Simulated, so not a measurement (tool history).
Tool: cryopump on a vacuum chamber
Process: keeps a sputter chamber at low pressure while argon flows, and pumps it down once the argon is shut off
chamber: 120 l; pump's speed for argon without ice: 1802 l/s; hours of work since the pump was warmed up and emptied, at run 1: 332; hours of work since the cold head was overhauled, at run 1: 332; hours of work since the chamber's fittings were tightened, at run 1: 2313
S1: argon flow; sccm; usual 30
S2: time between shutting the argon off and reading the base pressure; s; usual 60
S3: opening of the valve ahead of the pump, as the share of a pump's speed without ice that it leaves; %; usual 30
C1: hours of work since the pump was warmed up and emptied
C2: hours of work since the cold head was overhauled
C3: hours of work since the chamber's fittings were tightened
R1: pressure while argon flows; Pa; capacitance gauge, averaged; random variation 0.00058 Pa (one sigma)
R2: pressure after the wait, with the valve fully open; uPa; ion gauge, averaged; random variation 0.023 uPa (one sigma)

run 1 hour=0 | S1=30 S2=60 S3=30 | C1=332 C2=332 C3=2313 | R1=0.0968 R2=1.21
run 2 hour=95.2 | S1=30 S2=60 S3=30 | C1=385 C2=385 C3=2366 | R1=0.098 R2=1.21
run 3 hour=151.2 | S1=30 S2=297 S3=30 | C1=415 C2=415 C3=2396 | R1=0.0974 R2=0.79
run 4 hour=206.6 | S1=30 S2=297 S3=30 | C1=446 C2=446 C3=2427 | R1=0.0971 R2=0.79
run 5 hour=317.9 | S1=30 S2=297 S3=30 | C1=507 C2=507 C3=2488 | R1=0.0987 R2=0.84
run 6 hour=368.4 | S1=36 S2=297 S3=30 | C1=534 C2=534 C3=2515 | R1=0.1198 R2=0.83
run 7 hour=425.8 | S1=30 S2=60 S3=50 | C1=566 C2=566 C3=2547 | R1=0.0625 R2=1.28
run 8 hour=497.1 | S1=30 S2=100 S3=30 | C1=605 C2=605 C3=2586 | R1=0.1007 R2=1.06
-- hour=591 leaking fittings of the chamber tightened, without venting
run 9 hour=603.6 | S1=30 S2=100 S3=30 | C1=662 C2=662 C3=7 | R1=0.1013 R2=0.53
run 10 hour=675.7 | S1=30 S2=100 S3=30 | C1=702 C2=702 C3=46 | R1=0.1016 R2=0.54
run 11 hour=748.6 | S1=30 S2=100 S3=30 | C1=742 C2=742 C3=86 | R1=0.1017 R2=0.55
-- hour=822.5 pump warmed up, emptied and cooled again
run 12 hour=837.4 | S1=45 S2=60 S3=30 | C1=8 C2=788 C3=132 | R1=0.1408 R2=0.72
run 13 hour=894.7 | S1=45 S2=60 S3=30 | C1=40 C2=819 C3=164 | R1=0.1423 R2=0.74
run 14 hour=1015.4 | S1=45 S2=60 S3=43 | C1=106 C2=886 C3=230 | R1=0.0988 R2=0.72
run 15 hour=1071.2 | S1=45 S2=60 S3=43 | C1=136 C2=916 C3=261 | R1=0.1002 R2=0.77
run 16 hour=1182.7 | S1=45 S2=60 S3=43 | C1=198 C2=977 C3=322 | R1=0.1007 R2=0.78
run 17 hour=1240.4 | S1=45 S2=60 S3=43 | C1=229 C2=1009 C3=354 | R1=0.1021 R2=0.79
run 18 hour=1346.1 | S1=45 S2=60 S3=43 | C1=287 C2=1067 C3=412 | R1=0.102 R2=0.82
run 19 hour=1440.1 | S1=27 S2=86 S3=17 | C1=339 C2=1118 C3=463 | R1=0.152 R2=0.67
run 20 hour=1496.6 | S1=27 S2=86 S3=41 | C1=370 C2=1150 C3=494 | R1=0.0656 R2=0.63
run 21 hour=1610.1 | S1=47 S2=168 S3=17 | C1=432 C2=1212 C3=556 | R1=0.2674 R2=0.53
run 22 hour=1704.2 | S1=30 S2=85 S3=30 | C1=484 C2=1263 C3=608 | R1=0.0996 R2=0.7
run 23 hour=1821.8 | S1=56 S2=286 S3=16 | C1=548 C2=1328 C3=673 | R1=0.3385 R2=0.46
run 24 hour=1899.8 | S1=56 S2=286 S3=16 | C1=591 C2=1371 C3=715 | R1=0.3425 R2=0.49
run 25 hour=1986.8 | S1=12 S2=262 S3=30 | C1=639 C2=1418 C3=763 | R1=0.0407 R2=0.55
run 26 hour=2067.6 | S1=15 S2=60 S3=37 | C1=683 C2=1463 C3=807 | R1=0.0418 R2=0.95
run 27 hour=2165.8 | S1=15 S2=60 S3=37 | C1=737 C2=1517 C3=861 | R1=0.0417 R2=0.93
run 28 hour=2215.2 | S1=30 S2=54 S3=25 | C1=764 C2=1544 C3=888 | R1=0.1204 R2=1.01
-- hour=2251.4 pump warmed up, emptied and cooled again
run 29 hour=2295.2 | S1=14 S2=31 S3=23 | C1=24 C2=1585 C3=930 | R1=0.0581 R2=1.37
run 30 hour=2346.9 | S1=30 S2=60 S3=50 | C1=52 C2=1613 C3=958 | R1=0.0582 R2=0.87
run 31 hour=2400.6 | S1=57 S2=60 S3=42 | C1=82 C2=1643 C3=987 | R1=0.1293 R2=0.9
run 32 hour=2454.2 | S1=30 S2=52 S3=41 | C1=111 C2=1672 C3=1017 | R1=0.0695 R2=0.99
run 33 hour=2534.5 | S1=30 S2=52 S3=21 | C1=155 C2=1716 C3=1061 | R1=0.1359 R2=1.02

Hidden state or all else? Some run-to-run changes of R1, split into what the settings, what came in and random variation would give without the hidden state, and what is left for the hidden state (with any gauge scatter that isn't in both results):
The hidden state here: pump's speed, % of a pump's without ice; cold plate's temperature, K; leak into the chamber, uPa l/s; drift of the gauge itself on working_pa, %; drift of the gauge itself on base_upa, %.
Run 11 -> 12: S1 30 -> 45, S2 100 -> 60, pump warmed up, emptied and cooled again. R1 +0.0391 Pa: hidden state -0.0076, all else +0.0467.
Run 20 -> 21: S1 27 -> 47, S2 86 -> 168, S3 41 -> 17. R1 +0.2018 Pa: hidden state +0.0038, all else +0.198.
Run 22 -> 23: S1 30 -> 56, S2 85 -> 286, S3 30 -> 16. R1 +0.2389 Pa: hidden state +0.0062, all else +0.2327.
Run 24 -> 25: S1 56 -> 12, S2 286 -> 262, S3 16 -> 30. R1 -0.3018 Pa: hidden state -0.0097, all else -0.2921.
Run 28 -> 29: S1 30 -> 14, S2 54 -> 31, S3 25 -> 23, pump warmed up, emptied and cooled again. R1 -0.0623 Pa: hidden state -0.0083, all else -0.054.
